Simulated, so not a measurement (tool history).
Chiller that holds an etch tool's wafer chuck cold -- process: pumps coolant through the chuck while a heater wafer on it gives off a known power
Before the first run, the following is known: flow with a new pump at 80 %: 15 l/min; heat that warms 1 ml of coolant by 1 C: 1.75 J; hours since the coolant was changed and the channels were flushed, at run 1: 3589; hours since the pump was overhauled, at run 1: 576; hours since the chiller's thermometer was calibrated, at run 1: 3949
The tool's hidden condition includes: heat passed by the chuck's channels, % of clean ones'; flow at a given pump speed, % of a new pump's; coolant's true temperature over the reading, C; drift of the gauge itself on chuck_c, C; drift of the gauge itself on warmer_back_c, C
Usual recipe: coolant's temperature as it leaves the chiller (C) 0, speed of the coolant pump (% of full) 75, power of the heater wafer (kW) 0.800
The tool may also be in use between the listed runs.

| run | hour | coolant's temperature as it leaves the chiller (C) | speed of the coolant pump (% of full) | power of the heater wafer (kW) | hours since the coolant was changed and the channels were flushed | hours since the pump was overhauled | hours since the chiller's thermometer was calibrated | chuck's temperature once it has settled (C) | how much warmer the coolant comes back (C) |
|---|---|---|---|---|---|---|---|---|---|
| 1 | 0.0 | 0 | 75 | 0.800 | 3589 | 576 | 3949 | 6.35 | 1.98 |
| 2 | 33.9 | 0 | 87 | 0.800 | 3623 | 610 | 3983 | 5.61 | 1.71 |
| 3 | 57.0 | 0 | 87 | 0.800 | 3646 | 633 | 4006 | 5.49 | 1.73 |
| 4 | 76.4 | 0 | 75 | 0.800 | 3665 | 652 | 4026 | 6.44 | 1.98 |
| 5 | 94.6 | 0 | 75 | 0.800 | 3683 | 671 | 4044 | 6.25 | 1.98 |
| 6 | 113.0 | -1 | 75 | 0.800 | 3702 | 689 | 4062 | 5.46 | 1.98 |
| 7 | 143.4 | 3 | 78 | 0.800 | 3732 | 719 | 4093 | 9.24 | 1.94 |
| 8 | 167.4 | 3 | 78 | 0.800 | 3756 | 743 | 4117 | 9.19 | 1.93 |
| 9 | 196.5 | 3 | 78 | 0.800 | 3785 | 772 | 4146 | 8.99 | 1.92 |
| 10 | 221.1 | 0 | 97 | 0.902 | 3810 | 797 | 4170 | 5.70 | 1.78 |
| 11 | 245.0 | 1 | 83 | 0.766 | 3834 | 821 | 4194 | 6.64 | 1.71 |
| 12 | 259.5 | 1 | 90 | 0.766 | 3848 | 835 | 4209 | 6.31 | 1.60 |

Here are 5 independent what-if runs from the current tool condition. What would each one return?
| A | 291.5 | -8 | 68 | 0.483 | 3880 | 867 | 4241 | ? | ? |
| B | 291.5 | -6 | 77 | 0.749 | 3880 | 867 | 4241 | ? | ? |
| C | 291.5 | 0 | 79 | 0.766 | 3880 | 867 | 4241 | ? | ? |
| D | 291.5 | 8 | 86 | 0.800 | 3880 | 867 | 4241 | ? | ? |
| E | 291.5 | -7 | 71 | 0.725 | 3880 | 867 | 4241 | ? | ? |

| run | chuck's temperature once it has settled (C) | how much warmer the coolant comes back (C) |
|---|---|---|
| A | -3.69 | 1.33 |
| B | -0.19 | 1.80 |
| C | 5.77 | 1.82 |
| D | 13.75 | 1.74 |
| E | -0.85 | 1.91 |
What these runs would have given with no unlogged condition in the tool:
| run | chuck's temperature once it has settled (C) | how much warmer the coolant comes back (C) |
|---|---|---|
| A | -4.25 | 1.30 |
| B | -0.87 | 1.76 |
| C | 5.09 | 1.78 |
| D | 13.08 | 1.70 |
| E | -1.55 | 1.87 |
